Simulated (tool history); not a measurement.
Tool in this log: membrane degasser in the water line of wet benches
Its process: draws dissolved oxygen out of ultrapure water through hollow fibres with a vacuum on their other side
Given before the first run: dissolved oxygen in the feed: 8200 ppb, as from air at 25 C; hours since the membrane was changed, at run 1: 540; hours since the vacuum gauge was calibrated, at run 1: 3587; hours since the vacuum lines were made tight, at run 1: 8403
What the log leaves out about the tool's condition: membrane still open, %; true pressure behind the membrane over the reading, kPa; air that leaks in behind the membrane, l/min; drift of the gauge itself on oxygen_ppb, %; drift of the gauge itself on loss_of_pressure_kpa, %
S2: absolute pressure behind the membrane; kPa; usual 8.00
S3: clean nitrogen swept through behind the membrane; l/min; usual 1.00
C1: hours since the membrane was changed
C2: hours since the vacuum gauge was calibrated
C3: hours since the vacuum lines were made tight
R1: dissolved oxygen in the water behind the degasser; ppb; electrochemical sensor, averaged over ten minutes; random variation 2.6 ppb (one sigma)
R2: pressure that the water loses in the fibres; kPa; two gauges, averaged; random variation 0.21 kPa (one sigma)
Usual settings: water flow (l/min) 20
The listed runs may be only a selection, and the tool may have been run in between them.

run 1 day=0.000 | water_flow_(l/min)=20 S2=8.00 S3=1.00 | C1=540 C2=3587 C3=8403 | R1=263.7 R2=49.77
run 2 day=2.221 | water_flow_(l/min)=20 S2=8.00 S3=1.00 | C1=593 C2=3641 C3=8457 | R1=263.4 R2=49.99
run 3 day=3.675 | water_flow_(l/min)=31 S2=8.00 S3=1.00 | C1=628 C2=3675 C3=8491 | R1=418.9 R2=77.46
run 4 day=5.146 | water_flow_(l/min)=31 S2=9.79 S3=1.00 | C1=663 C2=3711 C3=8527 | R1=516.9 R2=77.14
run 5 day=7.304 | water_flow_(l/min)=31 S2=9.79 S3=1.00 | C1=715 C2=3763 C3=8579 | R1=519.2 R2=77.23
run 6 day=8.633 | water_flow_(l/min)=31 S2=9.79 S3=1.00 | C1=747 C2=3794 C3=8610 | R1=524.2 R2=77.56
run 7 day=11.279 | water_flow_(l/min)=22 S2=9.79 S3=0.83 | C1=811 C2=3858 C3=8674 | R1=424.1 R2=54.87
run 8 day=12.371 | water_flow_(l/min)=20 S2=7.89 S3=1.00 | C1=837 C2=3884 C3=8700 | R1=258.9 R2=49.81
run 9 day=14.788 | water_flow_(l/min)=15 S2=7.11 S3=1.00 | C1=895 C2=3942 C3=8758 | R1=162.6 R2=37.45
run 10 day=15.946 | water_flow_(l/min)=15 S2=7.11 S3=1.00 | C1=922 C2=3970 C3=8786 | R1=163.2 R2=37.38
run 11 day=18.483 | water_flow_(l/min)=17 S2=10.91 S3=1.00 | C1=983 C2=4031 C3=8847 | R1=325.8 R2=42.32
run 12 day=19.958 | water_flow_(l/min)=17 S2=10.91 S3=1.00 | C1=1019 C2=4066 C3=8882 | R1=322.9 R2=42.18

For some of the steps in R2 from one run to the next: how much would appear even if the tool had no hidden state, given the settings, what came in and random variation, and how much remains for the hidden state plus any gauge scatter that the measured result and the result without hidden state don't share?
Run 2 -> 3: water flow (l/min) 20 -> 31. R2 +27.47 kPa: hidden state -0.05, all else +27.52.
